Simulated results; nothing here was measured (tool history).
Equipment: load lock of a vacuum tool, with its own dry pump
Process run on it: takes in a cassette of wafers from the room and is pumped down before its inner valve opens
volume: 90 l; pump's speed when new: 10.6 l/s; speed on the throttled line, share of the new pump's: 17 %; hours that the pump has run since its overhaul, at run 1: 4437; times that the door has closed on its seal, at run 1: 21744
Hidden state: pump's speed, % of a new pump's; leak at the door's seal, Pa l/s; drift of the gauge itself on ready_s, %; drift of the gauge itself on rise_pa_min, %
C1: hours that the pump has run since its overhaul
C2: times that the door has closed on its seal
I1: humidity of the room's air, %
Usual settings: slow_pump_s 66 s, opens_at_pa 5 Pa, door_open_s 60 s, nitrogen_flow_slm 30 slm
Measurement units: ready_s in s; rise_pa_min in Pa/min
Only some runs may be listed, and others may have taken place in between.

run 1 hour=0 | slow_pump_s=66 opens_at_pa=5 door_open_s=60 nitrogen_flow_slm=30 | C1=4437 C2=21744 | I1=44.5 | ready_s=144.8 rise_pa_min=0.116
run 2 hour=313.6 | slow_pump_s=66 opens_at_pa=5 door_open_s=60 nitrogen_flow_slm=30 | C1=4750 C2=22497 | I1=44.5 | ready_s=144.4 rise_pa_min=0.119
run 3 hour=644.7 | slow_pump_s=66 opens_at_pa=5 door_open_s=60 nitrogen_flow_slm=30 | C1=5081 C2=23292 | I1=46.6 | ready_s=143.6 rise_pa_min=0.126
run 4 hour=981.8 | slow_pump_s=66 opens_at_pa=5 door_open_s=60 nitrogen_flow_slm=30 | C1=5418 C2=24102 | I1=44.5 | ready_s=142.1 rise_pa_min=0.128
run 5 hour=1389.3 | slow_pump_s=66 opens_at_pa=5 door_open_s=60 nitrogen_flow_slm=30 | C1=5826 C2=25081 | I1=47.6 | ready_s=143.2 rise_pa_min=0.134
run 6 hour=1651.4 | slow_pump_s=66 opens_at_pa=5 door_open_s=60 nitrogen_flow_slm=30 | C1=6088 C2=25711 | I1=47.2 | ready_s=144.2 rise_pa_min=0.145
run 7 hour=1924.3 | slow_pump_s=66 opens_at_pa=5 door_open_s=60 nitrogen_flow_slm=30 | C1=6361 C2=26366 | I1=44.9 | ready_s=143.4 rise_pa_min=0.139
run 8 hour=2304.7 | slow_pump_s=66 opens_at_pa=5 door_open_s=60 nitrogen_flow_slm=30 | C1=6741 C2=27280 | I1=42.6 | ready_s=145.1 rise_pa_min=0.157
run 9 hour=2715.3 | slow_pump_s=61 opens_at_pa=5 door_open_s=60 nitrogen_flow_slm=30 | C1=7152 C2=28266 | I1=46 | ready_s=139.8 rise_pa_min=0.162
run 10 hour=3135.5 | slow_pump_s=61 opens_at_pa=5 door_open_s=60 nitrogen_flow_slm=30 | C1=7572 C2=29276 | I1=46.9 | ready_s=139.8 rise_pa_min=0.171
run 11 hour=3596.8 | slow_pump_s=61 opens_at_pa=5 door_open_s=60 nitrogen_flow_slm=30 | C1=8033 C2=30384 | I1=45 | ready_s=140.3 rise_pa_min=0.183
run 12 hour=4052.8 | slow_pump_s=61 opens_at_pa=5 door_open_s=60 nitrogen_flow_slm=30 | C1=8489 C2=31479 | I1=44.7 | ready_s=142.1 rise_pa_min=0.185
run 13 hour=4408.5 | slow_pump_s=61 opens_at_pa=5 door_open_s=60 nitrogen_flow_slm=30 | C1=8845 C2=32334 | I1=42.4 | ready_s=141 rise_pa_min=0.201
run 14 hour=4855.1 | slow_pump_s=61 opens_at_pa=5 door_open_s=60 nitrogen_flow_slm=30 | C1=9292 C2=33407 | I1=47.3 | ready_s=140.5 rise_pa_min=0.21
run 15 hour=5297 | slow_pump_s=61 opens_at_pa=5 door_open_s=60 nitrogen_flow_slm=30 | C1=9734 C2=34468 | I1=47.6 | ready_s=141.3 rise_pa_min=0.223
run 16 hour=5598.3 | slow_pump_s=61 opens_at_pa=5 door_open_s=60 nitrogen_flow_slm=30 | C1=10035 C2=35192 | I1=45.2 | ready_s=143 rise_pa_min=0.232
run 17 hour=5860.4 | slow_pump_s=61 opens_at_pa=5 door_open_s=60 nitrogen_flow_slm=30 | C1=10297 C2=35821 | I1=45.6 | ready_s=143.8 rise_pa_min=0.233
run 18 hour=6096.2 | slow_pump_s=66 opens_at_pa=5 door_open_s=220 nitrogen_flow_slm=30 | C1=10533 C2=36388 | I1=44.9 | ready_s=145.7 rise_pa_min=0.268
run 19 hour=6551.6 | slow_pump_s=66 opens_at_pa=5 door_open_s=220 nitrogen_flow_slm=30 | C1=10988 C2=37482 | I1=44.4 | ready_s=146.6 rise_pa_min=0.283
run 20 hour=6935.5 | slow_pump_s=66 opens_at_pa=5 door_open_s=220 nitrogen_flow_slm=30 | C1=11372 C2=38404 | I1=44.6 | ready_s=146.8 rise_pa_min=0.29
run 21 hour=7267.6 | slow_pump_s=66 opens_at_pa=5 door_open_s=124 nitrogen_flow_slm=30 | C1=11704 C2=39202 | I1=47.9 | ready_s=145.9 rise_pa_min=0.283
-- hour=7569.8 door's seal changed, seat wiped
run 22 hour=7648 | slow_pump_s=66 opens_at_pa=5 door_open_s=124 nitrogen_flow_slm=30 | C1=12083 C2=188 | I1=48.7 | ready_s=146.2 rise_pa_min=0.033
run 23 hour=8034.7 | slow_pump_s=66 opens_at_pa=7 door_open_s=60 nitrogen_flow_slm=7 | C1=12470 C2=1117 | I1=44.8 | ready_s=144.6 rise_pa_min=0.038
run 24 hour=8401.8 | slow_pump_s=66 opens_at_pa=7 door_open_s=60 nitrogen_flow_slm=7 | C1=12837 C2=1999 | I1=47.1 | ready_s=142.6 rise_pa_min=0.05
run 25 hour=8666.9 | slow_pump_s=39 opens_at_pa=8 door_open_s=142 nitrogen_flow_slm=36 | C1=13102 C2=2636 | I1=44.3 | ready_s=122.4 rise_pa_min=0.039
run 26 hour=9087 | slow_pump_s=66 opens_at_pa=5 door_open_s=32 nitrogen_flow_slm=30 | C1=13522 C2=3645 | I1=45.5 | ready_s=147.9 rise_pa_min=0.022
run 27 hour=9509.6 | slow_pump_s=52 opens_at_pa=5 door_open_s=97 nitrogen_flow_slm=15 | C1=13945 C2=4660 | I1=44.7 | ready_s=136.8 rise_pa_min=0.054
run 28 hour=9762.8 | slow_pump_s=52 opens_at_pa=5 door_open_s=97 nitrogen_flow_slm=15 | C1=14198 C2=5268 | I1=44.7 | ready_s=136.9 rise_pa_min=0.052
run 29 hour=10219.1 | slow_pump_s=81 opens_at_pa=9 door_open_s=169 nitrogen_flow_slm=11 | C1=14654 C2=6364 | I1=40.9 | ready_s=154 rise_pa_min=0.079
run 30 hour=10564.9 | slow_pump_s=81 opens_at_pa=9 door_open_s=169 nitrogen_flow_slm=11 | C1=15000 C2=7195 | I1=40.9 | ready_s=154.3 rise_pa_min=0.084
run 31 hour=10766.4 | slow_pump_s=81 opens_at_pa=9 door_open_s=169 nitrogen_flow_slm=11 | C1=15201 C2=7679 | I1=45 | ready_s=152.5 rise_pa_min=0.099
run 32 hour=11099.2 | slow_pump_s=38 opens_at_pa=5 door_open_s=60 nitrogen_flow_slm=10 | C1=15534 C2=8478 | I1=46.6 | ready_s=126.7 rise_pa_min=0.059
run 33 hour=11336.5 | slow_pump_s=55 opens_at_pa=5 door_open_s=66 nitrogen_flow_slm=10 | C1=15772 C2=9048 | I1=42 | ready_s=140.9 rise_pa_min=0.062

For run 34, what comes out?
run 34 hour=11767.7 | slow_pump_s=95 opens_at_pa=5 door_open_s=92 nitrogen_flow_slm=5 | C1=16203 C2=10084 | I1=46.4 | ready_s=? rise_pa_min=?

ready_s: 172.7 s
rise_pa_min: 0.089 Pa/min
Were there no unlogged condition in the tool, this run, its random variation unchanged, would have produced ready_s 164.8 s, rise_pa_min 0.06 Pa/min.

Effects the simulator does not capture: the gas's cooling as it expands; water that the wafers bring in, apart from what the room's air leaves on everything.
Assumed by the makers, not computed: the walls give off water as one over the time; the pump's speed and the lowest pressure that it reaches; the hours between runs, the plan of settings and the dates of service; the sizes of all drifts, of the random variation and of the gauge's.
